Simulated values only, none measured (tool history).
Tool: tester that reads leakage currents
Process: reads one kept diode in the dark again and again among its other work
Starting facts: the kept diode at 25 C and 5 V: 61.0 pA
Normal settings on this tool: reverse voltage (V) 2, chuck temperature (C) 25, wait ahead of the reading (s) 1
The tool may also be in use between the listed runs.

run,hour,reverse voltage (V),chuck temperature (C),wait ahead of the reading (s),current that the tester gives (pA)
1,0,2,25,1,38.66
2,50.2,2,26,1,41.88
3,73.1,2,26,1,41.94
4,101.6,2,26,1,41.68
# hour 111.1: chuck's temperature calibrated
5,150.4,2,26,1,41.7
6,202.1,2,45,1,202.62
7,236,2,45,1,203.04
8,287.6,2,45,1,202.01
9,325.3,2,25,1,38.42
10,368,2,25,1,38.46
11,414.5,2,25,1,38.22
12,449.1,2,25,1,38.33
13,483.2,2,25,1,38.55
14,532.5,2,25,1,38.34
15,563.8,2,25,1,38.28
16,587.4,2,25,1,38.29
17,626.6,2,35,1,90.51
18,650.3,2,25,1.26,38.38
19,689,2,25,1.26,38.19
20,719.4,2,25,1.26,38.34
21,764.1,3.78,24,6.43,48.3
22,794,3.78,24,6.43,48.6
23,837,7.32,25,1,76.97
24,873.5,9.75,57,3.36,1154.2
25,919.7,2,42,1,159.3
26,966.5,2,25,1.97,38.04
27,996.5,2,25,1.97,37.95
28,1039.9,2,25,1.97,38.11
29,1078.7,10.45,59,1,1381.08
30,1104.5,2.22,32,7.24,73.74
31,1157.2,2.22,32,1.06,74.34
32,1191.9,2,34,8.46,81.9
33,1225.5,2,34,8.46,82.38
34,1257.2,2,34,8.46,82.5
35,1304.3,10.07,25,7.62,89.16
36,1354.4,2.04,25,0.56,38.99
37,1401.7,2.04,25,0.56,39.37
38,1446.6,2.04,25,0.56,39.24
39,1477.6,2,34,0.42,83.7

Branching from run 39: 3 alternative next runs. What would each branch give?
A,1503.2,4.58,25,1,?
B,1503.2,10.62,55,1,?
C,1503.2,5.68,34,0.37,?

run,current that the tester gives (pA)
A,59.64
B,1043.59
C,146.85
Without the tool's unlogged condition, the same runs would have read:
run,current that the tester gives (pA)
A,59.62
B,1043.35
C,146.81

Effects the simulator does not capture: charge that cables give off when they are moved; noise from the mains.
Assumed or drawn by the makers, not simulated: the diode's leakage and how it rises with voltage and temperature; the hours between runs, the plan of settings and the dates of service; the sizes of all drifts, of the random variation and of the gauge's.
